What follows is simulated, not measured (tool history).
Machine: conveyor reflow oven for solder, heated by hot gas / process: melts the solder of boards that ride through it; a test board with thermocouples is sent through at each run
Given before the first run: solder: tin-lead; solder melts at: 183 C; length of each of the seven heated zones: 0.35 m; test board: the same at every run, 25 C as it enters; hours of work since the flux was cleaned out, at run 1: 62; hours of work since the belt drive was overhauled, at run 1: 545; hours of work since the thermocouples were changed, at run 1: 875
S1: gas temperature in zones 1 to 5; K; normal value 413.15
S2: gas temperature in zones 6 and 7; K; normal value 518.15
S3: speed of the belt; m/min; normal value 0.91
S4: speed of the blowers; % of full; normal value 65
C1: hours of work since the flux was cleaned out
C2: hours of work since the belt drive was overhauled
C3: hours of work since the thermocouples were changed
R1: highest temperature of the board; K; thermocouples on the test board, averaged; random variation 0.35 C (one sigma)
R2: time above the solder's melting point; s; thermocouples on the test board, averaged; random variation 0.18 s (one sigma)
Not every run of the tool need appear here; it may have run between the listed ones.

{"run": 1, "day": 0.0, "S1": 413.15, "S2": 518.15, "S3": 0.91, "S4": 65, "C1": 62, "C2": 545, "C3": 875, "R1": 491.15, "R2": 34.7}
{"run": 2, "day": 1.517, "S1": 413.15, "S2": 518.15, "S3": 0.91, "S4": 65, "C1": 84, "C2": 567, "C3": 897, "R1": 490.15, "R2": 34.8}
{"run": 3, "day": 2.317, "S1": 413.15, "S2": 518.15, "S3": 0.91, "S4": 65, "C1": 96, "C2": 579, "C3": 909, "R1": 491.15, "R2": 34.3}
{"day": 3.912, "done": "thermocouples of zones 6 and 7 changed"}
{"run": 4, "day": 3.912, "S1": 413.15, "S2": 526.15, "S3": 0.91, "S4": 65, "C1": 118, "C2": 601, "C3": 0, "R1": 498.85, "R2": 38.3}
{"run": 5, "day": 4.696, "S1": 413.15, "S2": 526.15, "S3": 0.91, "S4": 65, "C1": 130, "C2": 613, "C3": 12, "R1": 498.45, "R2": 38.1}
{"run": 6, "day": 5.396, "S1": 413.15, "S2": 518.15, "S3": 1.006, "S4": 65, "C1": 141, "C2": 624, "C3": 22, "R1": 487.35, "R2": 29.2}
{"run": 7, "day": 7.004, "S1": 413.15, "S2": 518.15, "S3": 1.006, "S4": 65, "C1": 164, "C2": 647, "C3": 46, "R1": 487.25, "R2": 29.5}
{"run": 8, "day": 8.104, "S1": 413.15, "S2": 530.15, "S3": 1.006, "S4": 65, "C1": 181, "C2": 664, "C3": 62, "R1": 496.05, "R2": 33.4}
{"day": 8.396, "done": "flux residue cleaned out of gas plates and filters"}
{"run": 9, "day": 9.008, "S1": 413.15, "S2": 530.15, "S3": 1.006, "S4": 65, "C1": 9, "C2": 674, "C3": 73, "R1": 495.05, "R2": 33}
{"run": 10, "day": 10.379, "S1": 413.15, "S2": 530.15, "S3": 1.006, "S4": 81, "C1": 29, "C2": 694, "C3": 93, "R1": 499.75, "R2": 34.8}
{"run": 11, "day": 11.275, "S1": 413.15, "S2": 530.15, "S3": 1.006, "S4": 81, "C1": 43, "C2": 708, "C3": 106, "R1": 499.95, "R2": 35.1}
{"run": 12, "day": 12.096, "S1": 413.15, "S2": 518.15, "S3": 0.742, "S4": 65, "C1": 55, "C2": 720, "C3": 118, "R1": 497.85, "R2": 47.4}
{"day": 12.804, "done": "flux residue cleaned out of gas plates and filters, once more"}
{"run": 13, "day": 13.433, "S1": 418.15, "S2": 518.15, "S3": 0.742, "S4": 62, "C1": 9, "C2": 737, "C3": 135, "R1": 500.85, "R2": 49.7}
{"run": 14, "day": 14.567, "S1": 405.15, "S2": 518.15, "S3": 0.743, "S4": 62, "C1": 26, "C2": 754, "C3": 152, "R1": 497.55, "R2": 44.9}
{"run": 15, "day": 16.058, "S1": 426.15, "S2": 518.15, "S3": 1.041, "S4": 65, "C1": 48, "C2": 776, "C3": 174, "R1": 489.95, "R2": 32.7}
{"run": 16, "day": 17.654, "S1": 426.15, "S2": 518.15, "S3": 1.041, "S4": 65, "C1": 72, "C2": 799, "C3": 198, "R1": 490.05, "R2": 32.5}
{"run": 17, "day": 19.204, "S1": 413.15, "S2": 516.15, "S3": 0.91, "S4": 51, "C1": 95, "C2": 822, "C3": 221, "R1": 485.15, "R2": 30.5}
{"run": 18, "day": 20.225, "S1": 413.15, "S2": 513.15, "S3": 0.939, "S4": 65, "C1": 110, "C2": 838, "C3": 236, "R1": 486.65, "R2": 31.6}
{"run": 19, "day": 21.446, "S1": 413.15, "S2": 513.15, "S3": 0.939, "S4": 65, "C1": 128, "C2": 856, "C3": 254, "R1": 486.45, "R2": 31.4}
{"run": 20, "day": 22.654, "S1": 413.15, "S2": 513.15, "S3": 1.06, "S4": 76, "C1": 146, "C2": 874, "C3": 272, "R1": 484.45, "R2": 26.4}
{"run": 21, "day": 24.217, "S1": 413.15, "S2": 513.15, "S3": 1.06, "S4": 76, "C1": 170, "C2": 897, "C3": 295, "R1": 483.85, "R2": 26.4}
{"run": 22, "day": 25.475, "S1": 409.15, "S2": 521.15, "S3": 0.874, "S4": 69, "C1": 188, "C2": 916, "C3": 314, "R1": 495.45, "R2": 37.6}
{"run": 23, "day": 26.762, "S1": 409.15, "S2": 521.15, "S3": 0.874, "S4": 69, "C1": 207, "C2": 935, "C3": 333, "R1": 494.45, "R2": 37.7}

5 ways to go on from here, each from the tool as it stands after run 23. What would each give?
{"run": "A", "day": 28.071, "S1": 400.15, "S2": 521.15, "S3": 0.988, "S4": 50, "C1": 227, "C2": 954, "C3": 353, "R1": "?", "R2": "?"}
{"run": "B", "day": 28.071, "S1": 413.15, "S2": 527.15, "S3": 0.91, "S4": 65, "C1": 227, "C2": 954, "C3": 353, "R1": "?", "R2": "?"}
{"run": "C", "day": 28.071, "S1": 427.15, "S2": 521.15, "S3": 0.849, "S4": 88, "C1": 227, "C2": 954, "C3": 353, "R1": "?", "R2": "?"}
{"run": "D", "day": 28.071, "S1": 409.15, "S2": 512.15, "S3": 0.874, "S4": 54, "C1": 227, "C2": 954, "C3": 353, "R1": "?", "R2": "?"}
{"run": "E", "day": 28.071, "S1": 410.15, "S2": 518.15, "S3": 0.91, "S4": 65, "C1": 227, "C2": 954, "C3": 353, "R1": "?", "R2": "?"}

run=A R1=478.15 R2=21.7
run=B R1=497.45 R2=38.1
run=C R1=504.25 R2=47.1
run=D R1=481.55 R2=29.9
run=E R1=489.75 R2=33.5
Had the tool no hidden state, the same runs would have come out as:
run=A R1=480.55 R2=23
run=B R1=500.15 R2=38.6
run=C R1=506.65 R2=47
run=D R1=483.75 R2=31
run=E R1=492.35 R2=34.4
